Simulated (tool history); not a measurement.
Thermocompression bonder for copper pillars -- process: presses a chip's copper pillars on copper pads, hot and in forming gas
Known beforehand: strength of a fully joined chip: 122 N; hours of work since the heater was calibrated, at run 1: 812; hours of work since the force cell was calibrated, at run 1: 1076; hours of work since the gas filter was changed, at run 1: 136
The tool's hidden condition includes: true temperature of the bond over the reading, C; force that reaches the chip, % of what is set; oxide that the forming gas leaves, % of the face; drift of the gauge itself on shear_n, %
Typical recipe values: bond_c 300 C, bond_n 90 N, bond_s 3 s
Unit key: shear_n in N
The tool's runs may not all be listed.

| run | hour | bond_c | bond_n | bond_s | hours of work since the heater was calibrated | hours of work since the force cell was calibrated | hours of work since the gas filter was changed | shear_n |
|---|---|---|---|---|---|---|---|---|
| 1 | 0.0 | 300 | 90 | 3 | 812 | 1076 | 136 | 88.3 |
| 2 | 24.9 | 274 | 90 | 3 | 831 | 1095 | 155 | 74.5 |
| 3 | 57.3 | 274 | 90 | 3 | 856 | 1120 | 180 | 74.5 |
| 4 | 96.1 | 274 | 90 | 3 | 886 | 1150 | 210 | 74.1 |
| 5 | 127.4 | 286 | 90 | 3 | 910 | 1174 | 234 | 80.9 |
|  | 141.2 | heater calibrated with a thermocouple chip |
| 6 | 169.2 | 300 | 90 | 3 | 22 | 1204 | 264 | 89.6 |
| 7 | 199.8 | 300 | 90 | 3 | 45 | 1228 | 288 | 88.4 |
| 8 | 236.8 | 300 | 90 | 3 | 74 | 1256 | 316 | 89.4 |
| 9 | 279.7 | 300 | 90 | 3 | 107 | 1289 | 349 | 89.2 |
| 10 | 312.5 | 322 | 90 | 3 | 132 | 1315 | 375 | 99.0 |
| 11 | 341.0 | 322 | 90 | 3 | 154 | 1337 | 397 | 99.3 |
| 12 | 367.3 | 289 | 90 | 3 | 174 | 1357 | 417 | 83.4 |
| 13 | 394.7 | 318 | 90 | 3 | 195 | 1378 | 438 | 97.6 |
| 14 | 414.7 | 318 | 90 | 3 | 211 | 1393 | 453 | 97.4 |
|  | 443.6 | forming gas filter changed |
| 15 | 454.4 | 300 | 90 | 3 | 241 | 1424 | 8 | 89.0 |
| 16 | 497.2 | 300 | 90 | 3 | 274 | 1457 | 41 | 88.9 |
| 17 | 518.2 | 300 | 90 | 3 | 290 | 1473 | 57 | 89.8 |
| 18 | 553.9 | 300 | 90 | 3 | 317 | 1500 | 85 | 88.9 |
| 19 | 587.2 | 291 | 90 | 3 | 343 | 1526 | 111 | 84.6 |
| 20 | 622.0 | 315 | 90 | 3 | 370 | 1553 | 137 | 96.9 |
| 21 | 664.1 | 315 | 90 | 3 | 402 | 1585 | 170 | 95.6 |
|  | 671.4 | force cell calibrated |
| 22 | 693.3 | 315 | 81 | 4 | 424 | 17 | 191 | 99.9 |
| 23 | 720.2 | 327 | 124 | 3 | 444 | 38 | 212 | 108.5 |
| 24 | 761.3 | 283 | 67 | 2 | 476 | 69 | 244 | 60.7 |
| 25 | 781.8 | 316 | 55 | 4 | 492 | 85 | 259 | 86.9 |
| 26 | 812.7 | 308 | 109 | 3 | 516 | 109 | 283 | 98.6 |
| 27 | 832.5 | 308 | 109 | 3 | 531 | 124 | 298 | 98.1 |
| 28 | 864.6 | 287 | 58 | 5 | 556 | 149 | 323 | 78.1 |
| 29 | 887.9 | 306 | 71 | 3 | 574 | 167 | 341 | 84.0 |
| 30 | 931.6 | 306 | 71 | 4 | 607 | 200 | 375 | 91.4 |
| 31 | 969.3 | 306 | 71 | 4 | 636 | 229 | 404 | 90.4 |
| 32 | 1006.8 | 282 | 68 | 2 | 665 | 258 | 433 | 60.6 |
| 33 | 1026.3 | 327 | 98 | 5 | 680 | 273 | 448 | 111.4 |
| 34 | 1053.6 | 300 | 80 | 8 | 701 | 294 | 469 | 104.3 |
|  | 1062.8 | forming gas filter changed |
| 35 | 1078.3 | 300 | 111 | 8 | 720 | 313 | 12 | 112.3 |
| 36 | 1121.6 | 299 | 90 | 3 | 753 | 346 | 45 | 88.5 |
| 37 | 1140.9 | 299 | 90 | 3 | 768 | 361 | 60 | 89.1 |
| 38 | 1185.8 | 305 | 126 | 2 | 803 | 396 | 95 | 94.5 |
| 39 | 1228.9 | 305 | 126 | 2 | 836 | 429 | 128 | 93.8 |

3 options for the next run, each taken on its own from the tool as it stands now. Forecast them:
| A | 1253.7 | 305 | 126 | 5 | 855 | 448 | 147 | ? |
| B | 1253.7 | 311 | 70 | 3 | 855 | 448 | 147 | ? |
| C | 1253.7 | 275 | 82 | 2 | 855 | 448 | 147 | ? |

| run | shear_n |
|---|---|
| A | 110.1 |
| B | 86.1 |
| C | 63.0 |
Stripped of hidden state, with their random variation kept, the same runs would have yielded:
| run | shear_n |
|---|---|
| A | 110.0 |
| B | 85.7 |
| C | 62.7 |

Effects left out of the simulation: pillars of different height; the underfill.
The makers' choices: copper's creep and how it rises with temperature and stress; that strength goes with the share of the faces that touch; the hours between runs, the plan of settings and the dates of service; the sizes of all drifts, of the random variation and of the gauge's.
